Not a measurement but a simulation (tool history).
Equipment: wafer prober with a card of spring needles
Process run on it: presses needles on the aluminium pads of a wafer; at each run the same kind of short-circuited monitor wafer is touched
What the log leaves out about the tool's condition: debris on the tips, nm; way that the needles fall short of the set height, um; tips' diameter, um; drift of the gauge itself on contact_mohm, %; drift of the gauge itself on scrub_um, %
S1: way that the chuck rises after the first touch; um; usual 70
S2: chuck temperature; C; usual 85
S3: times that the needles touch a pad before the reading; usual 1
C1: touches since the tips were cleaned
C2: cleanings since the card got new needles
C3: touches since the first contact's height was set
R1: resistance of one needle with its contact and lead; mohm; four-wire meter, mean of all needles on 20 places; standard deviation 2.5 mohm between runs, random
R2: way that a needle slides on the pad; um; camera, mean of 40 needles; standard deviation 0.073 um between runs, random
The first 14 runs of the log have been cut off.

At hour 440.6: tips cleaned on abrasive film.
At hour 456.2: tips cleaned on abrasive film.
Run 15, hour 459.9: usual settings; C1 1352; C2 107; C3 79950. Result: R1 284 mohm, R2 13.24 um.
At hour 469.7: tips cleaned on abrasive film.
At hour 483.5: tips cleaned on abrasive film.
Run 16, hour 483.5: usual settings; C1 0; C2 109; C3 88373. Result: R1 284 mohm, R2 13.3 um.
At hour 499.2: tips cleaned on abrasive film.
At hour 513.9: tips cleaned on abrasive film.
Run 17, hour 513.9: usual settings; C1 0; C2 111; C3 99294. Result: R1 283 mohm, R2 13.32 um.
At hour 529.8: tips cleaned on abrasive film.
At hour 544: tips cleaned on abrasive film.
Run 18, hour 544.8: usual settings but S2 26 C, S3 2; C1 293; C2 113; C3 110373. Result: R1 266 mohm, R2 13.29 um.
At hour 558.2: tips cleaned on abrasive film.
At hour 574.3: tips cleaned on abrasive film.
Run 19, hour 576.9: usual settings but S2 123 C; C1 947; C2 115; C3 121901. Result: R1 297 mohm, R2 13.23 um.
At hour 588.4: tips cleaned on abrasive film.
At hour 602.3: tips cleaned on abrasive film.
Run 20, hour 614.9: usual settings but S2 123 C; C1 4555; C2 117; C3 135536. Result: R1 294 mohm, R2 13.21 um.
At hour 617.2: tips cleaned on abrasive film.
At hour 632.5: tips cleaned on abrasive film.
At hour 648.1: tips cleaned on abrasive film.
At hour 661.3: tips cleaned on abrasive film.
Run 21, hour 661.3: usual settings but S2 95 C; C1 0; C2 121; C3 152169. Result: R1 286 mohm, R2 13.17 um.
At hour 677.3: tips cleaned on abrasive film.
Run 22, hour 686.4: usual settings but S1 60 um, S2 72 C, S3 2; C1 3278; C2 122; C3 161190. Result: R1 278 mohm, R2 11.34 um.
At hour 692.3: tips cleaned on abrasive film.
At hour 695.8: height of the first contact set anew.
At hour 707.4: tips cleaned on abrasive film.
At hour 722.6: tips cleaned on abrasive film.
Run 23, hour 733.7: usual settings but S1 55 um, S2 37 C, S3 3; C1 4008; C2 125; C3 13593. Result: R1 272 mohm, R2 10.5 um.
At hour 737: tips cleaned on abrasive film.
At hour 750.9: tips cleaned on abrasive film.
Run 24, hour 757.1: usual settings; C1 2240; C2 127; C3 21996. Result: R1 282 mohm, R2 13.2 um.
At hour 766.4: tips cleaned on abrasive film.
At hour 781.6: tips cleaned on abrasive film.
At hour 796.9: tips cleaned on abrasive film.
Run 25, hour 801.3: usual settings but S1 56 um, S2 53 C, S3 2; C1 1592; C2 130; C3 37834. Result: R1 274 mohm, R2 10.7 um.
At hour 811.1: tips cleaned on abrasive film.
At hour 826.2: tips cleaned on abrasive film.
At hour 840.7: tips cleaned on abrasive film.
Run 26, hour 844.1: usual settings but S1 56 um, S2 53 C, S3 2; C1 1231; C2 133; C3 53187. Result: R1 272 mohm, R2 10.65 um.
At hour 853.9: tips cleaned on abrasive film.
At hour 869.4: tips cleaned on abrasive film.
At hour 883.5: tips cleaned on abrasive film.
Run 27, hour 885.5: usual settings but S1 61 um, S2 38 C, S3 2; C1 706; C2 136; C3 68003. Result: R1 274 mohm, R2 11.7 um.
At hour 897.5: tips cleaned on abrasive film.
At hour 911.2: tips cleaned on abrasive film.
Run 28, hour 920.5: usual settings but S1 61 um, S2 36 C, S3 2; C1 3368; C2 138; C3 80577. Result: R1 268 mohm, R2 11.53 um.
At hour 926.9: tips cleaned on abrasive film.
At hour 941.7: tips cleaned on abrasive film.
Run 29, hour 942.4: usual settings but S1 61 um, S2 36 C, S3 2; C1 249; C2 140; C3 88420. Result: R1 271 mohm, R2 11.54 um.
At hour 957.6: tips cleaned on abrasive film.
Run 30, hour 963.2: usual settings but S1 61 um, S2 109 C; C1 2028; C2 141; C3 95885. Result: R1 295 mohm, R2 11.46 um.
At hour 973: tips cleaned on abrasive film.
At hour 988.2: tips cleaned on abrasive film.
Run 31, hour 991.1: usual settings but S1 61 um, S2 109 C; C1 1038; C2 143; C3 105879. Result: R1 295 mohm, R2 11.68 um.

Each row is a separate what-if for the run after 31, all from the same tool condition, not one after another. Results?
At hour 1004.1: tips cleaned on abrasive film.
Run A, hour 1013.5: usual settings but S1 58 um, S2 50 C; C1 3397; C2 144; C3 113948. Result: R1 ?, R2 ?.
At hour 1004.1: tips cleaned on abrasive film.
Run B, hour 1013.5: usual settings but S1 58 um, S2 117 C, S3 2; C1 3397; C2 144; C3 113948. Result: R1 ?, R2 ?.
At hour 1004.1: tips cleaned on abrasive film.
Run C, hour 1013.5: usual settings but S2 35 C; C1 3397; C2 144; C3 113948. Result: R1 ?, R2 ?.

run   R1     R2
  A  273  11.01
  B  295  10.99
  C  272  13.28
Without the tool's hidden state the same runs would have given:
run   R1     R2
  A  272  11.02
  B  295  11.01
  C  271  13.29

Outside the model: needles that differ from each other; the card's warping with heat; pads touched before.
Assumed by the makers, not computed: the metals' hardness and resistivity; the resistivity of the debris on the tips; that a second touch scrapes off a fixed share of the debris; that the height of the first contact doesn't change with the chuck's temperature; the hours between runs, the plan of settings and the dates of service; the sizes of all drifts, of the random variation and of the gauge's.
